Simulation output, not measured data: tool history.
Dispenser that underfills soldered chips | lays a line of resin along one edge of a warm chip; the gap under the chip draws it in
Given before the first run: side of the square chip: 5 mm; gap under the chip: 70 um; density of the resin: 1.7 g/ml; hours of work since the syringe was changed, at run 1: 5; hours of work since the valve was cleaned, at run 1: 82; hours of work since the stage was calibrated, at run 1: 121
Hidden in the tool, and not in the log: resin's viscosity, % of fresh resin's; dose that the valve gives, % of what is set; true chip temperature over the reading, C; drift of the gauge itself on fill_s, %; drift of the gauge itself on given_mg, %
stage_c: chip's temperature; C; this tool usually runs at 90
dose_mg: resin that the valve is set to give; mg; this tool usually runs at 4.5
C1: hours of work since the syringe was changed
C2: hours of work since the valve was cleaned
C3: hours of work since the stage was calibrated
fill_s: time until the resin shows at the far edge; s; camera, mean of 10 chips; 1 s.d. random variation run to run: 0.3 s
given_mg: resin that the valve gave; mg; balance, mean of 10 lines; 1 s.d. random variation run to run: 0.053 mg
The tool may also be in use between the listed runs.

{"run": 1, "day": 0.0, "stage_c": 90, "dose_mg": 4.5, "C1": 5, "C2": 82, "C3": 121, "fill_s": 5.4, "given_mg": 4.26}
{"day": 0.15, "done": "new syringe of resin"}
{"run": 2, "day": 0.396, "stage_c": 90, "dose_mg": 4.5, "C1": 4, "C2": 89, "C3": 127, "fill_s": 4.8, "given_mg": 4.24}
{"day": 0.592, "done": "new syringe of resin"}
{"run": 3, "day": 0.85, "stage_c": 90, "dose_mg": 5.5, "C1": 4, "C2": 96, "C3": 135, "fill_s": 5.1, "given_mg": 5.14}
{"day": 1.033, "done": "new syringe of resin"}
{"run": 4, "day": 1.275, "stage_c": 91, "dose_mg": 4.5, "C1": 4, "C2": 103, "C3": 142, "fill_s": 4.8, "given_mg": 4.21}
{"day": 1.454, "done": "new syringe of resin"}
{"run": 5, "day": 1.633, "stage_c": 90, "dose_mg": 4.5, "C1": 3, "C2": 109, "C3": 148, "fill_s": 4.5, "given_mg": 4.23}
{"day": 1.883, "done": "new syringe of resin"}
{"run": 6, "day": 1.917, "stage_c": 90, "dose_mg": 4.5, "C1": 1, "C2": 113, "C3": 152, "fill_s": 3.4, "given_mg": 4.17}
{"run": 7, "day": 2.221, "stage_c": 90, "dose_mg": 4.5, "C1": 6, "C2": 118, "C3": 157, "fill_s": 5.5, "given_mg": 4.15}
{"day": 2.333, "done": "new syringe of resin"}
{"run": 8, "day": 2.504, "stage_c": 90, "dose_mg": 4.5, "C1": 3, "C2": 123, "C3": 162, "fill_s": 4.6, "given_mg": 4.09}
{"day": 2.767, "done": "new syringe of resin"}
{"run": 9, "day": 2.871, "stage_c": 90, "dose_mg": 4.5, "C1": 2, "C2": 129, "C3": 168, "fill_s": 3.4, "given_mg": 4.17}
{"day": 3.108, "done": "dispensing valve cleaned and set on the balance"}
{"run": 10, "day": 3.154, "stage_c": 90, "dose_mg": 4.5, "C1": 6, "C2": 1, "C3": 172, "fill_s": 5.8, "given_mg": 4.54}
{"day": 3.225, "done": "new syringe of resin"}
{"run": 11, "day": 3.575, "stage_c": 81, "dose_mg": 4.5, "C1": 6, "C2": 8, "C3": 179, "fill_s": 7.6, "given_mg": 4.5}
{"day": 3.642, "done": "new syringe of resin"}
{"run": 12, "day": 3.862, "stage_c": 90, "dose_mg": 4.5, "C1": 4, "C2": 12, "C3": 183, "fill_s": 4.7, "given_mg": 4.42}
{"day": 4.075, "done": "new syringe of resin"}
{"run": 13, "day": 4.275, "stage_c": 90, "dose_mg": 4.5, "C1": 3, "C2": 19, "C3": 190, "fill_s": 4.2, "given_mg": 4.44}
{"day": 4.525, "done": "new syringe of resin"}
{"run": 14, "day": 4.696, "stage_c": 90, "dose_mg": 4.5, "C1": 3, "C2": 26, "C3": 197, "fill_s": 4.1, "given_mg": 4.51}
{"day": 4.958, "done": "new syringe of resin"}
{"run": 15, "day": 5.067, "stage_c": 90, "dose_mg": 4.5, "C1": 2, "C2": 32, "C3": 203, "fill_s": 4.4, "given_mg": 4.35}
{"day": 5.388, "done": "new syringe of resin"}
{"run": 16, "day": 5.496, "stage_c": 90, "dose_mg": 4.5, "C1": 2, "C2": 39, "C3": 210, "fill_s": 4.1, "given_mg": 4.35}
{"day": 5.825, "done": "new syringe of resin"}
{"run": 17, "day": 5.904, "stage_c": 75, "dose_mg": 3.96, "C1": 1, "C2": 45, "C3": 216, "fill_s": 6.4, "given_mg": 3.86}
{"run": 18, "day": 6.175, "stage_c": 75, "dose_mg": 3.96, "C1": 6, "C2": 50, "C3": 221, "fill_s": 9.9, "given_mg": 3.84}
{"day": 6.25, "done": "new syringe of resin"}
{"run": 19, "day": 6.621, "stage_c": 75, "dose_mg": 3.96, "C1": 6, "C2": 57, "C3": 228, "fill_s": 10.1, "given_mg": 3.86}
{"day": 6.688, "done": "new syringe of resin"}
{"run": 20, "day": 7.021, "stage_c": 102, "dose_mg": 4.65, "C1": 6, "C2": 64, "C3": 235, "fill_s": 3.6, "given_mg": 4.43}
{"day": 7.125, "done": "new syringe of resin"}
{"run": 21, "day": 7.483, "stage_c": 99, "dose_mg": 5.68, "C1": 6, "C2": 71, "C3": 242, "fill_s": 4.3, "given_mg": 5.4}
{"day": 7.558, "done": "new syringe of resin"}
{"run": 22, "day": 7.871, "stage_c": 101, "dose_mg": 3.95, "C1": 5, "C2": 78, "C3": 249, "fill_s": 3.8, "given_mg": 3.74}
{"day": 7.996, "done": "new syringe of resin"}
{"run": 23, "day": 8.071, "stage_c": 86, "dose_mg": 5.54, "C1": 1, "C2": 81, "C3": 252, "fill_s": 3.9, "given_mg": 5.24}
{"run": 24, "day": 8.258, "stage_c": 81, "dose_mg": 4.46, "C1": 4, "C2": 84, "C3": 255, "fill_s": 7, "given_mg": 4.14}
{"day": 8.425, "done": "new syringe of resin"}
{"run": 25, "day": 8.471, "stage_c": 97, "dose_mg": 5.26, "C1": 1, "C2": 87, "C3": 258, "fill_s": 2.9, "given_mg": 4.89}
{"day": 8.85, "done": "new syringe of resin"}
{"run": 26, "day": 8.904, "stage_c": 105, "dose_mg": 4.87, "C1": 1, "C2": 94, "C3": 265, "fill_s": 2.6, "given_mg": 4.45}
{"day": 9.279, "done": "new syringe of resin"}
{"run": 27, "day": 9.35, "stage_c": 90, "dose_mg": 4.5, "C1": 1, "C2": 102, "C3": 273, "fill_s": 3.2, "given_mg": 4.08}

3 options for the next run, each taken on its own from the tool as it stands now. Forecast them:
{"day": 9.692, "done": "new syringe of resin"}
{"run": "A", "day": 9.692, "stage_c": 83, "dose_mg": 4.5, "C1": 0, "C2": 107, "C3": 278, "fill_s": "?", "given_mg": "?"}
{"day": 9.692, "done": "new syringe of resin"}
{"run": "B", "day": 9.692, "stage_c": 82, "dose_mg": 4.66, "C1": 0, "C2": 107, "C3": 278, "fill_s": "?", "given_mg": "?"}
{"day": 9.692, "done": "new syringe of resin"}
{"run": "C", "day": 9.692, "stage_c": 84, "dose_mg": 4.6, "C1": 0, "C2": 107, "C3": 278, "fill_s": "?", "given_mg": "?"}

run=A fill_s=4.4 given_mg=4.23
run=B fill_s=4.2 given_mg=4.31
run=C fill_s=4 given_mg=4.13
What these runs would have given with no unlogged condition in the tool:
run=A fill_s=4.6 given_mg=4.58
run=B fill_s=4.5 given_mg=4.67
run=C fill_s=4.2 given_mg=4.48

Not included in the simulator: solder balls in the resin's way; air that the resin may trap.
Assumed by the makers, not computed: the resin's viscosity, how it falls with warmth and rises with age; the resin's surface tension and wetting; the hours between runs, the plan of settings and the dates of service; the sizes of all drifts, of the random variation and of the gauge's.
